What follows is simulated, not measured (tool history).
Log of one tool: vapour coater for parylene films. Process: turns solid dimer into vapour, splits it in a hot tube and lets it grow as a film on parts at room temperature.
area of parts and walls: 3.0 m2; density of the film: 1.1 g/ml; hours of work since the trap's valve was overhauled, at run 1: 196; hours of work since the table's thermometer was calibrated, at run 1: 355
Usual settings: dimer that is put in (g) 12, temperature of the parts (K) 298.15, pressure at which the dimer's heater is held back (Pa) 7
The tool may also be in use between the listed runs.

run,hour,dimer that is put in (g),temperature of the parts (K),pressure at which the dimer's heater is held back (Pa),hours of work since the trap's valve was overhauled,hours of work since the table's thermometer was calibrated,thickness of the film (um)
1,0,12,298.15,7,196,355,2.42
2,36.2,12,298.15,7,214,374,2.46
3,106.1,12,298.15,7,251,410,2.38
4,153.4,12,298.15,7,275,434,2.36
# hour 219.4: trap's valve overhauled
5,219.4,12,298.15,7,0,467,2.53
6,251.7,12,298.15,7,17,483,2.57
7,302.1,12,298.15,7,43,509,2.52
8,333.3,12,298.15,2.28,59,525,3.16
9,367.7,12,298.15,2.28,77,543,3.05
10,432.5,12,298.15,2.28,110,577,3.18
11,464.1,12,293.15,7,127,593,3.07
12,527.3,12,293.15,7,159,626,3.02
13,560.4,12,293.15,7,177,643,2.94
14,609.8,12,293.15,7,202,669,2.97
15,648.2,12,308.15,7,222,688,1.57
16,697.6,12,308.15,7,248,714,1.52
17,768.8,12,308.15,7,284,751,1.48
18,810,15,297.15,5.34,306,772,3.14
# hour 819.5: trap's valve overhauled
19,855.9,15,297.15,5.34,19,794,3.5
20,919.9,12,308.15,7.62,52,827,1.57
21,960.7,8,292.15,9.13,73,848,2.08
22,1011.1,9,291.15,5.59,99,874,2.58
23,1068.1,9,295.15,5.59,129,904,2.2
24,1107.3,8,306.15,3.25,149,924,1.33

4 ways to go on from here, each from the tool as it stands after run 24. What would each give?
A,1166.8,8,306.15,4.74,180,955,?
B,1166.8,12,298.15,2.41,180,955,?
C,1166.8,11,298.15,8.79,180,955,?
D,1166.8,5,299.15,3.25,180,955,?

run,thickness of the film (um)
A,1.22
B,3
C,2.09
D,1.09
Without the tool's hidden state the same runs would have given:
run,thickness of the film (um)
A,1.32
B,3.25
C,2.27
D,1.19
